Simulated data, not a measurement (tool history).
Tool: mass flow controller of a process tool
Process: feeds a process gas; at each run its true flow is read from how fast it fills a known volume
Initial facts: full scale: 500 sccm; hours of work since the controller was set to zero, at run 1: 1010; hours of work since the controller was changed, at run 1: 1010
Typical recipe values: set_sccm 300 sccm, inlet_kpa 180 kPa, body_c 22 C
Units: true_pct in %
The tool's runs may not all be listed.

run,day,set_sccm,inlet_kpa,body_c,hours of work since the controller was set to zero,hours of work since the controller was changed,true_pct
1,0.000,300,180,22,1010,1010,99.69
2,8.583,300,180,39,1140,1140,98.94
3,15.800,300,265,22,1250,1250,99.34
4,26.938,300,180,22,1419,1419,99.84
5,38.096,300,180,22,1588,1588,99.77
6,48.225,300,180,22,1742,1742,99.76
7,55.079,300,180,22,1846,1846,99.67
8,62.004,300,180,22,1951,1951,99.65
9,71.067,300,180,22,2089,2089,99.84
10,79.288,300,180,22,2214,2214,99.66
11,90.938,300,180,29,2391,2391,99.20
12,99.488,300,180,29,2521,2521,99.21
13,109.667,300,180,22,2675,2675,99.59
14,116.371,300,180,22,2777,2777,99.63
15,125.592,300,280,22,2917,2917,98.84
16,134.654,300,280,22,3055,3055,99.09
17,145.412,300,280,22,3218,3218,98.92
18,157.071,300,280,22,3395,3395,99.00
19,163.825,300,280,22,3498,3498,98.88
20,168.638,300,180,22,3571,3571,99.55
21,179.612,300,180,22,3737,3737,99.50
22,188.167,300,180,22,3867,3867,99.60
23,194.554,300,180,22,3964,3964,99.48
24,199.371,300,180,22,4037,4037,99.48
25,207.433,300,180,38,4160,4160,98.68
26,213.638,300,180,38,4254,4254,98.60
27,219.042,140,153,25,4336,4336,100.35
28,224.117,140,142,37,4413,4413,99.96
29,234.288,466,153,24,4568,4568,99.42
# day 235.025: controller's zero set anew
30,245.196,58,209,24,154,4733,105.19
31,250.746,300,217,37,239,4817,98.75
32,256.583,61,206,34,327,4906,104.64
# day 262.829: controller's zero set anew, once more
33,266.204,61,206,34,51,5052,97.12
34,276.808,298,242,28,212,5213,97.46
35,286.725,122,248,32,363,5364,97.25
36,296.200,122,248,32,507,5507,97.13
37,306.188,122,248,32,659,5659,97.23
38,312.858,122,248,32,760,5760,97.29
39,319.225,427,261,22,856,5857,97.72
40,326.783,427,261,22,971,5972,97.81
41,336.746,77,180,35,1123,6123,97.88
42,347.096,449,180,25,1280,6280,98.07
43,351.975,449,180,25,1354,6354,97.99
44,360.283,449,156,25,1480,6481,98.38
45,366.300,300,219,22,1571,6572,97.71
46,377.829,376,155,27,1747,6747,98.09
47,384.646,487,204,23,1850,6851,97.88

Per-run results on a tool with no hidden state, each run keeping its own random variation:
Hidden state present: flow at rest that the sensor doesn't see, % of full scale; true flow over the shown one, %; drift of the gauge itself on true_pct, %.
run,true_pct
1,99.76
2,99.02
3,99.43
4,99.96
5,99.90
6,99.91
7,99.83
8,99.83
9,100.04
10,99.88
11,99.43
12,99.46
13,99.86
14,99.92
15,99.14
16,99.41
17,99.24
18,99.34
19,99.24
20,99.92
21,99.89
22,99.99
23,99.89
24,99.89
25,99.10
26,99.04
27,99.62
28,99.22
29,100.27
30,99.05
31,98.86
32,98.74
33,98.55
34,99.14
35,98.76
36,98.61
37,98.67
38,98.71
39,99.55
40,99.66
41,98.77
42,99.99
43,99.93
44,100.34
45,99.55
46,100.04
47,99.94
